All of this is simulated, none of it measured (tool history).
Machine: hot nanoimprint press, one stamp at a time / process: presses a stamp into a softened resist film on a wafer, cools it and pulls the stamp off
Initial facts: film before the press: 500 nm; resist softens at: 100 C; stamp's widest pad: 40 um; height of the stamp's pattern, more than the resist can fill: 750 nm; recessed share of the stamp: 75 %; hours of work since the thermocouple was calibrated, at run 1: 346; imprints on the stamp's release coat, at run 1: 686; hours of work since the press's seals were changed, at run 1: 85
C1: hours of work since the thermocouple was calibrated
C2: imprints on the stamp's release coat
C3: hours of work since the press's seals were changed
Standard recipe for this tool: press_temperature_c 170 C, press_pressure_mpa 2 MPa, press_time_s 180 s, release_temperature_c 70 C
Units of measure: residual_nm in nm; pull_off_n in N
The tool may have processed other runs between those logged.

{"run": 1, "day": 0.0, "press_temperature_c": 170, "press_pressure_mpa": 2, "press_time_s": 180, "release_temperature_c": 70, "C1": 346, "C2": 686, "C3": 85, "residual_nm": 257.2, "pull_off_n": 122.3}
{"run": 2, "day": 0.367, "press_temperature_c": 170, "press_pressure_mpa": 2.26, "press_time_s": 180, "release_temperature_c": 70, "C1": 352, "C2": 709, "C3": 91, "residual_nm": 244.1, "pull_off_n": 124.3}
{"run": 3, "day": 0.75, "press_temperature_c": 172, "press_pressure_mpa": 2, "press_time_s": 180, "release_temperature_c": 70, "C1": 359, "C2": 734, "C3": 98, "residual_nm": 240.8, "pull_off_n": 125.4}
{"day": 1.079, "done": "stamp cleaned and given a new release coat"}
{"run": 4, "day": 1.833, "press_temperature_c": 172, "press_pressure_mpa": 2, "press_time_s": 180, "release_temperature_c": 70, "C1": 373, "C2": 48, "C3": 112, "residual_nm": 240.5, "pull_off_n": 114.2}
{"run": 5, "day": 2.6, "press_temperature_c": 172, "press_pressure_mpa": 2, "press_time_s": 180, "release_temperature_c": 70, "C1": 386, "C2": 97, "C3": 125, "residual_nm": 240.1, "pull_off_n": 113.7}
{"run": 6, "day": 3.092, "press_temperature_c": 172, "press_pressure_mpa": 2, "press_time_s": 180, "release_temperature_c": 70, "C1": 395, "C2": 129, "C3": 134, "residual_nm": 240.4, "pull_off_n": 114.5}
{"run": 7, "day": 3.754, "press_temperature_c": 172, "press_pressure_mpa": 2, "press_time_s": 180, "release_temperature_c": 70, "C1": 406, "C2": 171, "C3": 145, "residual_nm": 239.8, "pull_off_n": 116.5}
{"run": 8, "day": 4.142, "press_temperature_c": 172, "press_pressure_mpa": 2, "press_time_s": 180, "release_temperature_c": 70, "C1": 413, "C2": 196, "C3": 152, "residual_nm": 239.8, "pull_off_n": 118.1}
{"run": 9, "day": 4.783, "press_temperature_c": 170, "press_pressure_mpa": 2, "press_time_s": 180, "release_temperature_c": 70, "C1": 424, "C2": 237, "C3": 163, "residual_nm": 256.8, "pull_off_n": 116.4}
{"run": 10, "day": 5.496, "press_temperature_c": 170, "press_pressure_mpa": 2, "press_time_s": 180, "release_temperature_c": 70, "C1": 436, "C2": 283, "C3": 175, "residual_nm": 256.6, "pull_off_n": 117.4}
{"run": 11, "day": 6.162, "press_temperature_c": 170, "press_pressure_mpa": 2.63, "press_time_s": 180, "release_temperature_c": 70, "C1": 448, "C2": 326, "C3": 187, "residual_nm": 229.7, "pull_off_n": 117.3}
{"run": 12, "day": 6.596, "press_temperature_c": 170, "press_pressure_mpa": 2.63, "press_time_s": 180, "release_temperature_c": 70, "C1": 455, "C2": 353, "C3": 194, "residual_nm": 229.7, "pull_off_n": 119}
{"run": 13, "day": 7.171, "press_temperature_c": 170, "press_pressure_mpa": 2.63, "press_time_s": 180, "release_temperature_c": 70, "C1": 465, "C2": 390, "C3": 204, "residual_nm": 229.5, "pull_off_n": 118.1}
{"run": 14, "day": 8.025, "press_temperature_c": 170, "press_pressure_mpa": 2.63, "press_time_s": 180, "release_temperature_c": 70, "C1": 480, "C2": 445, "C3": 219, "residual_nm": 228.5, "pull_off_n": 119.2}
{"run": 15, "day": 8.567, "press_temperature_c": 170, "press_pressure_mpa": 2, "press_time_s": 180, "release_temperature_c": 70, "C1": 489, "C2": 480, "C3": 228, "residual_nm": 256.1, "pull_off_n": 120.3}
{"run": 16, "day": 8.975, "press_temperature_c": 170, "press_pressure_mpa": 2, "press_time_s": 158, "release_temperature_c": 74, "C1": 497, "C2": 506, "C3": 236, "residual_nm": 268.2, "pull_off_n": 115.5}
{"day": 9.654, "done": "plate thermocouple calibrated"}
{"run": 17, "day": 9.783, "press_temperature_c": 170, "press_pressure_mpa": 2, "press_time_s": 158, "release_temperature_c": 74, "C1": 2, "C2": 550, "C3": 247, "residual_nm": 275.9, "pull_off_n": 117.6}
{"run": 18, "day": 10.6, "press_temperature_c": 170, "press_pressure_mpa": 2, "press_time_s": 158, "release_temperature_c": 74, "C1": 16, "C2": 602, "C3": 261, "residual_nm": 275.9, "pull_off_n": 119.9}
{"run": 19, "day": 11.058, "press_temperature_c": 167, "press_pressure_mpa": 1.88, "press_time_s": 350, "release_temperature_c": 72, "C1": 24, "C2": 631, "C3": 269, "residual_nm": 235.3, "pull_off_n": 121.9}
{"run": 20, "day": 11.675, "press_temperature_c": 167, "press_pressure_mpa": 1.88, "press_time_s": 350, "release_temperature_c": 72, "C1": 35, "C2": 671, "C3": 280, "residual_nm": 235.8, "pull_off_n": 122.1}
{"run": 21, "day": 12.438, "press_temperature_c": 158, "press_pressure_mpa": 1.78, "press_time_s": 350, "release_temperature_c": 69, "C1": 48, "C2": 719, "C3": 293, "residual_nm": 326.5, "pull_off_n": 125.9}
{"day": 13.042, "done": "stamp cleaned and given a new release coat"}
{"run": 22, "day": 13.412, "press_temperature_c": 170, "press_pressure_mpa": 2, "press_time_s": 229, "release_temperature_c": 70, "C1": 61, "C2": 24, "C3": 306, "residual_nm": 241.6, "pull_off_n": 112.2}
{"run": 23, "day": 13.917, "press_temperature_c": 171, "press_pressure_mpa": 3.18, "press_time_s": 229, "release_temperature_c": 70, "C1": 69, "C2": 56, "C3": 314, "residual_nm": 191.5, "pull_off_n": 115.1}
{"run": 24, "day": 14.512, "press_temperature_c": 165, "press_pressure_mpa": 2.38, "press_time_s": 181, "release_temperature_c": 73, "C1": 80, "C2": 94, "C3": 325, "residual_nm": 290.9, "pull_off_n": 112.4}
{"run": 25, "day": 15.075, "press_temperature_c": 178, "press_pressure_mpa": 2, "press_time_s": 142, "release_temperature_c": 63, "C1": 89, "C2": 130, "C3": 335, "residual_nm": 221.9, "pull_off_n": 123}
{"run": 26, "day": 15.704, "press_temperature_c": 178, "press_pressure_mpa": 1.68, "press_time_s": 142, "release_temperature_c": 57, "C1": 100, "C2": 171, "C3": 345, "residual_nm": 238.4, "pull_off_n": 128.4}
{"run": 27, "day": 16.488, "press_temperature_c": 178, "press_pressure_mpa": 1.68, "press_time_s": 142, "release_temperature_c": 57, "C1": 114, "C2": 221, "C3": 359, "residual_nm": 237.5, "pull_off_n": 131.5}
{"run": 28, "day": 17.088, "press_temperature_c": 178, "press_pressure_mpa": 1.68, "press_time_s": 142, "release_temperature_c": 57, "C1": 124, "C2": 259, "C3": 369, "residual_nm": 237.7, "pull_off_n": 133.1}
{"run": 29, "day": 17.5, "press_temperature_c": 178, "press_pressure_mpa": 1.47, "press_time_s": 168, "release_temperature_c": 57, "C1": 131, "C2": 286, "C3": 376, "residual_nm": 235.3, "pull_off_n": 132.2}
{"run": 30, "day": 18.233, "press_temperature_c": 170, "press_pressure_mpa": 2, "press_time_s": 149, "release_temperature_c": 61, "C1": 144, "C2": 333, "C3": 389, "residual_nm": 280.2, "pull_off_n": 127.5}

What if the next run were any one of these 3? Each begins from the tool's condition after run 30:
{"run": "A", "day": 18.658, "press_temperature_c": 174, "press_pressure_mpa": 2.44, "press_time_s": 149, "release_temperature_c": 62, "C1": 151, "C2": 360, "C3": 396, "residual_nm": "?", "pull_off_n": "?"}
{"run": "B", "day": 18.658, "press_temperature_c": 170, "press_pressure_mpa": 2.22, "press_time_s": 223, "release_temperature_c": 67, "C1": 151, "C2": 360, "C3": 396, "residual_nm": "?", "pull_off_n": "?"}
{"run": "C", "day": 18.658, "press_temperature_c": 170, "press_pressure_mpa": 1.48, "press_time_s": 149, "release_temperature_c": 66, "C1": 151, "C2": 360, "C3": 396, "residual_nm": "?", "pull_off_n": "?"}

run=A residual_nm=227.5 pull_off_n=127.4
run=B residual_nm=232.5 pull_off_n=123.7
run=C residual_nm=310.4 pull_off_n=124.9
The same runs, with their run-to-run variation unchanged, on a tool lacking any hidden condition would have given:
run=A residual_nm=227.5 pull_off_n=121.8
run=B residual_nm=232.9 pull_off_n=118.3
run=C residual_nm=311.6 pull_off_n=119.4
